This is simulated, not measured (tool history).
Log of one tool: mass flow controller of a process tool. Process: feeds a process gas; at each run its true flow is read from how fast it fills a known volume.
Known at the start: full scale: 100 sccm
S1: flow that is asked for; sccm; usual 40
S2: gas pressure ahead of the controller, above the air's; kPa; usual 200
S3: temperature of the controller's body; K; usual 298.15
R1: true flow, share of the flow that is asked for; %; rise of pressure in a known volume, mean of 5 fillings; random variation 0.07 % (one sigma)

run	hour	S1	S2	S3	R1
1	0	40	200	298.15	97.8
2	97	40	200	298.15	97.7
3	161.7	40	200	298.15	97.9
4	281.9	40	200	298.15	97.73
5	339	10	200	298.15	95.68
6	443.6	10	200	298.15	95.47
7	523.5	10	200	298.15	95.5
8	660.2	10	200	298.15	95.31
9	718	10	200	298.15	95.49
10	847.8	10	200	298.15	95.3
11	938.2	40	200	298.15	97.85
12	1066.8	40	200	298.15	97.64
13	1179.2	40	200	298.15	97.78
14	1317.6	40	200	298.15	97.81
15	1450.1	40	200	298.15	97.6
16	1585.6	40	200	298.15	97.8
17	1704	40	200	298.15	97.64
18	1829.1	40	200	298.15	97.59
# hour 1842.3: controller's zero set anew
19	1939.4	40	200	298.15	97.7
20	1998.4	40	200	298.15	97.61
21	2109.2	12	213	299.15	94.68
22	2236.4	11	212	307.15	93.77
23	2369.2	24	162	302.15	96.56
24	2459.4	40	200	311.15	96.56
# hour 2489.5: controller's zero set anew, once more
25	2529.1	40	200	311.15	97.36
26	2633.1	31	223	294.15	98.06
27	2701	31	223	294.15	97.97
28	2838.8	71	225	294.15	99.56
29	2953.3	37	215	299.15	98.03
30	3043.1	60	149	299.15	99.31
31	3165.8	40	200	304.15	97.91
32	3305.7	13	259	306.15	95.94
33	3384.1	17	168	298.15	97.5
34	3515.3	17	278	305.15	96.24
35	3578.3	26	200	298.15	97.73
36	3715.2	26	200	297.15	97.88
37	3785.4	29	246	297.15	97.62
38	3859	17	246	294.15	97.06
39	3923.9	40	200	305.15	97.69
40	4056.6	40	200	305.15	97.92

3 ways to go on from here, each from the tool as it stands after run 40. What would each give?
A	4162.2	40	147	302.15	?
B	4162.2	10	148	300.15	?
C	4162.2	11	200	305.15	?

run	R1
A	98.47
B	96.49
C	95.96
Without the tool's hidden state the same runs would have given:
run	R1
A	98.19
B	97.13
C	96.49
